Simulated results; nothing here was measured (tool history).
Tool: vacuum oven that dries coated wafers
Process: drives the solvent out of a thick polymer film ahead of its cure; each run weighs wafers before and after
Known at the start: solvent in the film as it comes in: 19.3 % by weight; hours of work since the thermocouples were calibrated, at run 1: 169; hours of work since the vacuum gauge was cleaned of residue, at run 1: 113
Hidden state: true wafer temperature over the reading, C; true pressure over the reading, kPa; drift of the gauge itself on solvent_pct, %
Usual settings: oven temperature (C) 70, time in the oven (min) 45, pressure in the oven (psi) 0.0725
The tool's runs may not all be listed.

run,day,oven temperature (C),time in the oven (min),pressure in the oven (psi),hours of work since the thermocouples were calibrated,hours of work since the vacuum gauge was cleaned of residue,solvent left in the film (%)
1,0,70,45,0.0725,169,113,1.43
2,1.433,70,45,0.0725,186,130,1.56
3,2.229,79,45,0.0725,196,140,0.69
4,3.154,70,45,0.0725,207,151,1.48
5,4.012,70,45,0.227,218,162,3.01
6,5.254,70,47,0.0725,233,177,1.42
7,6.179,70,45,0.0529,244,188,1.17
8,7.521,70,45,0.0529,260,204,1.3
9,8.9,70,45,0.0725,277,221,1.43
10,10.421,70,45,0.0725,295,239,1.46
11,12.012,70,45,0.0725,315,259,1.55
12,13.183,70,45,0.0725,329,273,1.58
13,14.238,70,45,0.0725,342,286,1.61
14,15.754,70,30,0.0725,360,304,2.84
15,16.604,70,45,0.0725,370,314,1.57
16,18.308,70,45,0.0725,391,335,1.56
17,19.138,70,45,0.0725,401,345,1.58
18,20.296,70,45,0.0725,415,359,1.69
19,21.988,58,74,0.188,436,380,4.46
20,23.379,76,29,0.0882,453,396,1.79
21,24.4,76,29,0.0882,465,409,1.82
22,25.483,70,30,0.0725,478,422,2.76
23,26.867,70,30,0.0725,495,439,2.89
24,27.8,76,45,0.0828,506,450,0.96
25,29.467,76,45,0.0828,526,470,1
26,30.567,80,38,0.0403,540,484,0.62
27,31.717,80,38,0.0403,554,498,0.62
28,33.392,80,38,0.0403,574,518,0.56
29,34.425,80,22,0.0403,586,530,1.66
30,36.142,80,22,0.0403,607,551,1.74
31,37.242,80,22,0.0403,621,565,1.65

Some steps in solvent left in the film (%) between neighbouring runs. How much of each would the tool show without its hidden state too (settings, what came in, random variation), and how much is left for the hidden state, with any gauge scatter that isn't in both results?
Run 18 -> 19: oven temperature (C) 70 -> 58, time in the oven (min) 45 -> 74, pressure in the oven (psi) 0.0725 -> 0.188. solvent left in the film (%) +2.77: hidden state +0.19, all else +2.58.
Run 19 -> 20: oven temperature (C) 58 -> 76, time in the oven (min) 74 -> 29, pressure in the oven (psi) 0.188 -> 0.0882. solvent left in the film (%) -2.67: hidden state -0.19, all else -2.48.
Run 23 -> 24: oven temperature (C) 70 -> 76, time in the oven (min) 30 -> 45, pressure in the oven (psi) 0.0725 -> 0.0828. solvent left in the film (%) -1.93: hidden state -0.14, all else -1.79.
